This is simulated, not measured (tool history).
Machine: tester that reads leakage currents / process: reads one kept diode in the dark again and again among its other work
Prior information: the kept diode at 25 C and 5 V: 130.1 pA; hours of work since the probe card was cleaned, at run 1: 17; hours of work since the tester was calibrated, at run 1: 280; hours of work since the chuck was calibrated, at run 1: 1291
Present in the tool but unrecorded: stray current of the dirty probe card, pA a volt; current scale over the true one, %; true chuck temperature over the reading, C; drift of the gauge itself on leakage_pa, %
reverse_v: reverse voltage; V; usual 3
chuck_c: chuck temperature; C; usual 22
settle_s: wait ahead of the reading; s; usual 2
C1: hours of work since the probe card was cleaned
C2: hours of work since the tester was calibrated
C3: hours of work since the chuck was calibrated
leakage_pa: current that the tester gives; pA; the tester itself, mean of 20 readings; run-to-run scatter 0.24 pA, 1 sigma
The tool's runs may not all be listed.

run 1 hour=0 | reverse_v=3 chuck_c=22 settle_s=2 | C1=17 C2=280 C3=1291 | leakage_pa=76.86
run 2 hour=50.3 | reverse_v=3 chuck_c=28 settle_s=2 | C1=40 C2=304 C3=1315 | leakage_pa=123.54
run 3 hour=87.7 | reverse_v=3 chuck_c=28 settle_s=2 | C1=58 C2=321 C3=1332 | leakage_pa=122.83
run 4 hour=139.6 | reverse_v=3 chuck_c=28 settle_s=2 | C1=82 C2=345 C3=1356 | leakage_pa=122.94
run 5 hour=185.7 | reverse_v=3 chuck_c=28 settle_s=2 | C1=103 C2=367 C3=1378 | leakage_pa=123.49
run 6 hour=225.1 | reverse_v=3 chuck_c=28 settle_s=2 | C1=122 C2=385 C3=1396 | leakage_pa=123.42
run 7 hour=259.5 | reverse_v=3 chuck_c=28 settle_s=2 | C1=138 C2=401 C3=1412 | leakage_pa=123.21
run 8 hour=329.5 | reverse_v=3 chuck_c=22 settle_s=2 | C1=170 C2=434 C3=1445 | leakage_pa=76.24
run 9 hour=377.1 | reverse_v=3 chuck_c=22 settle_s=2 | C1=192 C2=456 C3=1467 | leakage_pa=76.63
run 10 hour=431 | reverse_v=3 chuck_c=22 settle_s=2 | C1=217 C2=481 C3=1492 | leakage_pa=76.73
run 11 hour=466.3 | reverse_v=3 chuck_c=22 settle_s=2 | C1=234 C2=498 C3=1508 | leakage_pa=77.58
run 12 hour=499 | reverse_v=3 chuck_c=22 settle_s=2 | C1=249 C2=513 C3=1523 | leakage_pa=76.65
run 13 hour=548.7 | reverse_v=3 chuck_c=22 settle_s=2 | C1=272 C2=536 C3=1547 | leakage_pa=76.49
run 14 hour=606 | reverse_v=3 chuck_c=22 settle_s=2 | C1=299 C2=563 C3=1573 | leakage_pa=76.5
run 15 hour=667.1 | reverse_v=3 chuck_c=22 settle_s=0.98 | C1=327 C2=591 C3=1602 | leakage_pa=77.01
run 16 hour=701.7 | reverse_v=3 chuck_c=22 settle_s=0.98 | C1=343 C2=607 C3=1618 | leakage_pa=76.9
run 17 hour=749.5 | reverse_v=3 chuck_c=22 settle_s=0.98 | C1=366 C2=629 C3=1640 | leakage_pa=77.35
run 18 hour=808.1 | reverse_v=3 chuck_c=22 settle_s=2 | C1=393 C2=657 C3=1667 | leakage_pa=77.01
run 19 hour=873.4 | reverse_v=3 chuck_c=22 settle_s=2 | C1=423 C2=687 C3=1698 | leakage_pa=76.67
run 20 hour=907.7 | reverse_v=3 chuck_c=22 settle_s=2 | C1=439 C2=703 C3=1714 | leakage_pa=76.99
run 21 hour=978.4 | reverse_v=3 chuck_c=22 settle_s=2 | C1=472 C2=736 C3=1747 | leakage_pa=76.68
run 22 hour=1036.9 | reverse_v=3 chuck_c=22 settle_s=2 | C1=500 C2=763 C3=1774 | leakage_pa=76.72
run 23 hour=1098.7 | reverse_v=3 chuck_c=22 settle_s=2 | C1=528 C2=792 C3=1803 | leakage_pa=77
run 24 hour=1137.7 | reverse_v=18.94 chuck_c=22 settle_s=2 | C1=547 C2=810 C3=1821 | leakage_pa=221.17
run 25 hour=1198.1 | reverse_v=18.94 chuck_c=41 settle_s=5.8 | C1=575 C2=838 C3=1849 | leakage_pa=916.45
run 26 hour=1240.1 | reverse_v=12.86 chuck_c=26 settle_s=0.98 | C1=594 C2=858 C3=1869 | leakage_pa=243.68
run 27 hour=1297.5 | reverse_v=3 chuck_c=30 settle_s=0.98 | C1=621 C2=885 C3=1895 | leakage_pa=143.75
-- hour=1323.9 chuck's temperature calibrated
run 28 hour=1352.5 | reverse_v=3 chuck_c=30 settle_s=0.98 | C1=646 C2=909 C3=13 | leakage_pa=143.32
run 29 hour=1383.2 | reverse_v=14.51 chuck_c=24 settle_s=8.19 | C1=660 C2=924 C3=28 | leakage_pa=220.94
run 30 hour=1446.8 | reverse_v=14.51 chuck_c=36 settle_s=2.88 | C1=690 C2=953 C3=57 | leakage_pa=550.01
run 31 hour=1502.6 | reverse_v=14.51 chuck_c=36 settle_s=2.88 | C1=716 C2=979 C3=83 | leakage_pa=554.52
run 32 hour=1536.1 | reverse_v=14.51 chuck_c=36 settle_s=2.88 | C1=731 C2=995 C3=99 | leakage_pa=549.87
run 33 hour=1565.4 | reverse_v=5.32 chuck_c=22 settle_s=2 | C1=745 C2=1008 C3=112 | leakage_pa=106.81
run 34 hour=1597.2 | reverse_v=5.32 chuck_c=22 settle_s=2 | C1=760 C2=1023 C3=127 | leakage_pa=106.9
run 35 hour=1651.3 | reverse_v=2.17 chuck_c=21 settle_s=0.49 | C1=785 C2=1048 C3=152 | leakage_pa=59.77
run 36 hour=1681.2 | reverse_v=4.25 chuck_c=51 settle_s=0.79 | C1=799 C2=1062 C3=166 | leakage_pa=779.8
run 37 hour=1750.2 | reverse_v=4.25 chuck_c=51 settle_s=0.79 | C1=831 C2=1095 C3=199 | leakage_pa=779.5
run 38 hour=1799.4 | reverse_v=4.25 chuck_c=54 settle_s=0.91 | C1=854 C2=1117 C3=221 | leakage_pa=944.33
run 39 hour=1867.4 | reverse_v=1.34 chuck_c=35 settle_s=0.63 | C1=885 C2=1149 C3=253 | leakage_pa=131.12

Alternative continuations, all from the tool just after run 39; predict every row:
run A hour=1925.7 | reverse_v=3 chuck_c=21 settle_s=2 | C1=913 C2=1176 C3=280 | leakage_pa=?
run B hour=1925.7 | reverse_v=5.57 chuck_c=57 settle_s=0.98 | C1=913 C2=1176 C3=280 | leakage_pa=?
run C hour=1925.7 | reverse_v=1.34 chuck_c=37 settle_s=1.55 | C1=913 C2=1176 C3=280 | leakage_pa=?

run=A leakage_pa=71.32
run=B leakage_pa=1347.81
run=C leakage_pa=153.77
What these runs would have given with no unlogged condition in the tool:
run=A leakage_pa=71.33
run=B leakage_pa=1348.78
run=C leakage_pa=153.88

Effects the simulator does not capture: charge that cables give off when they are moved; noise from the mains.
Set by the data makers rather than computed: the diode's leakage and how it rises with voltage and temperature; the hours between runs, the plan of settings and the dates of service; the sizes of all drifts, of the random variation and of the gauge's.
